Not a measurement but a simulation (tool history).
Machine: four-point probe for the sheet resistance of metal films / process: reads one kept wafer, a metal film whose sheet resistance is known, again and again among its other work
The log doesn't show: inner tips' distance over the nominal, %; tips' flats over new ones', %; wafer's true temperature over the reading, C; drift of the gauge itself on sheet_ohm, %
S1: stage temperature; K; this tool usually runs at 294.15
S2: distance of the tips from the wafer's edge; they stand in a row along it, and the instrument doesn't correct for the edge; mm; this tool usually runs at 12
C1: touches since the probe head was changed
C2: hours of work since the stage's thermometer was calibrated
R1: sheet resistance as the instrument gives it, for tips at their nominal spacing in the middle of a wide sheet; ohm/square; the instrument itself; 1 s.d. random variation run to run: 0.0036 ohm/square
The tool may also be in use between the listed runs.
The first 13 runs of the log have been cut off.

Run 14, day 14.954: usual settings but S2 3 mm; C1 47053; C2 630. Result: R1 18.970032 ohm/square.
Run 15, day 16.188: usual settings but S2 3 mm; C1 48079; C2 642. Result: R1 18.968994 ohm/square.
Run 16, day 17.533: usual settings but S1 300.15 K; C1 49200; C2 655. Result: R1 17.961480 ohm/square.
Run 17, day 18.554: usual settings; C1 50047; C2 665. Result: R1 18.023777 ohm/square.
Run 18, day 19.329: usual settings; C1 50690; C2 673. Result: R1 18.024249 ohm/square.
Run 19, day 19.888: usual settings but S1 292.15 K, S2 13 mm; C1 51156; C2 678. Result: R1 18.046420 ohm/square.
Run 20, day 21.029: usual settings but S1 305.15 K, S2 11 mm; C1 52103; C2 690. Result: R1 17.904025 ohm/square.
Run 21, day 21.792: usual settings but S1 305.15 K, S2 11 mm; C1 52739; C2 697. Result: R1 17.899445 ohm/square.
Run 22, day 22.971: usual settings but S1 305.15 K, S2 11 mm; C1 53717; C2 709. Result: R1 17.899623 ohm/square.
Run 23, day 23.808: usual settings but S1 297.15 K, S2 4 mm; C1 54414; C2 717. Result: R1 18.499080 ohm/square.
Run 24, day 24.600: usual settings but S1 308.15 K, S2 6 mm; C1 55071; C2 725. Result: R1 18.045480 ohm/square.
Run 25, day 25.854: usual settings but S1 298.15 K, S2 27 mm; C1 56114; C2 738. Result: R1 17.922549 ohm/square.
Run 26, day 27.192: usual settings but S1 295.15 K, S2 6 mm; C1 57227; C2 751. Result: R1 18.202279 ohm/square.
Run 27, day 28.438: usual settings but S1 302.15 K, S2 18 mm; C1 58262; C2 763. Result: R1 17.884392 ohm/square.
Run 28, day 29.771: usual settings but S1 303.15 K, S2 6 mm; C1 59371; C2 776. Result: R1 18.108384 ohm/square.
Run 29, day 31.079: usual settings but S1 303.15 K, S2 14 mm; C1 60459; C2 789. Result: R1 17.886911 ohm/square.
Run 30, day 31.829: usual settings but S1 307.15 K, S2 31 mm; C1 61081; C2 797. Result: R1 17.802657 ohm/square.
Run 31, day 32.442: usual settings but S1 307.15 K, S2 8 mm; C1 61590; C2 803. Result: R1 17.929617 ohm/square.
Run 32, day 33.600: usual settings but S1 307.15 K, S2 8 mm; C1 62556; C2 814. Result: R1 17.935869 ohm/square.
Run 33, day 34.183: usual settings but S1 307.15 K, S2 8 mm; C1 63040; C2 820. Result: R1 17.939727 ohm/square.
Run 34, day 35.388: usual settings but S1 300.15 K, S2 33 mm; C1 64039; C2 832. Result: R1 17.866769 ohm/square.
Run 35, day 36.354: usual settings but S1 293.15 K, S2 45 mm; C1 64843; C2 842. Result: R1 17.962511 ohm/square.

Predict each of these 4 candidate next runs independently; none follows another, all start after run 35:
Run A, day 37.167: usual settings but S2 17 mm; C1 65518; C2 850. Result: R1 ?.
Run B, day 37.167: usual settings but S1 300.15 K, S2 8 mm; C1 65518; C2 850. Result: R1 ?.
Run C, day 37.167: usual settings but S1 291.15 K, S2 4 mm; C1 65518; C2 850. Result: R1 ?.
Run D, day 37.167: usual settings but S2 5 mm; C1 65518; C2 850. Result: R1 ?.

run         R1
  A  17.976645
  B  18.020757
  C  18.565285
  D  18.323410
Stripped of hidden state, with their random variation kept, the same runs would have yielded:
run         R1
  A  18.143949
  B  18.188230
  C  18.737755
  D  18.493699

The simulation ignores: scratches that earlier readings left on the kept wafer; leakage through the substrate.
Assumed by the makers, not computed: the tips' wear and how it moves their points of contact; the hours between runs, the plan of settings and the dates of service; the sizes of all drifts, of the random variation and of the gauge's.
